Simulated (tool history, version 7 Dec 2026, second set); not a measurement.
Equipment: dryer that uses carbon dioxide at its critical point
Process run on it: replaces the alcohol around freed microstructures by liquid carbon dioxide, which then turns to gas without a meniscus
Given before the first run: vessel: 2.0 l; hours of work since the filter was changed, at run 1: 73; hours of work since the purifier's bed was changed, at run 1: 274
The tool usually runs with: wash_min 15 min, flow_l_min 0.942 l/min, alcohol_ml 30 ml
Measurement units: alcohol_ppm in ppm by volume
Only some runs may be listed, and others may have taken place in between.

run   hour  wash_min  flow_l_min  alcohol_ml  hours of work since the filter was changed  hours of work since the purifier's bed was changed  alcohol_ppm
  1      0        15       0.942          30                                          73                                                 274           99
  2    6.6        15       0.942          30                                          78                                                 278          108
  3   21.9        15       0.942          30                                          89                                                 290          113
  4   35.8        15       0.942          30                                         100                                                 300          119
  5   43.1        19       0.942          30                                         105                                                 305           84
  6   49.6        19       0.942          30                                         110                                                 310           84
  7   61.2        15       0.803          30                                         118                                                 319          173
  8   75.7        10       0.803          30                                         129                                                 329          627
  9   85.9        15       0.594          30                                         136                                                 337          470
 10   97.7        15       0.594          30                                         145                                                 346          465
 11  111.1        15       0.594          30                                         155                                                 356          488
 12  121.4        15       0.594          30                                         163                                                 363          497
 13  131.5        15       0.594          30                                         170                                                 371          502
 14  144.5        15       0.594          42                                         180                                                 380          651
 15  159.2        12       0.594          42                                         191                                                 391         1293
 16  167.1        12       0.867          42                                         196                                                 397          408
 17    182        15       0.942          62                                         207                                                 408          210
 18  191.9        15       0.942          62                                         215                                                 415          207
 19  201.5        15       0.942          87                                         222                                                 422          255
 20    211        15       0.942          93                                         229                                                 429          275
 21  226.5        15       0.942          88                                         240                                                 441          274
 22    237        15       0.942          46                                         248                                                 448          197
 23  247.1        15       0.942          46                                         255                                                 456          202

What will run 24 give?
 24   260        15       0.942          46                                         265                                                 465            ?

alcohol_ppm: 207 ppm by volume
On a tool with no hidden condition, and with the same random variation, this run would have come out at alcohol_ppm 63 ppm by volume.
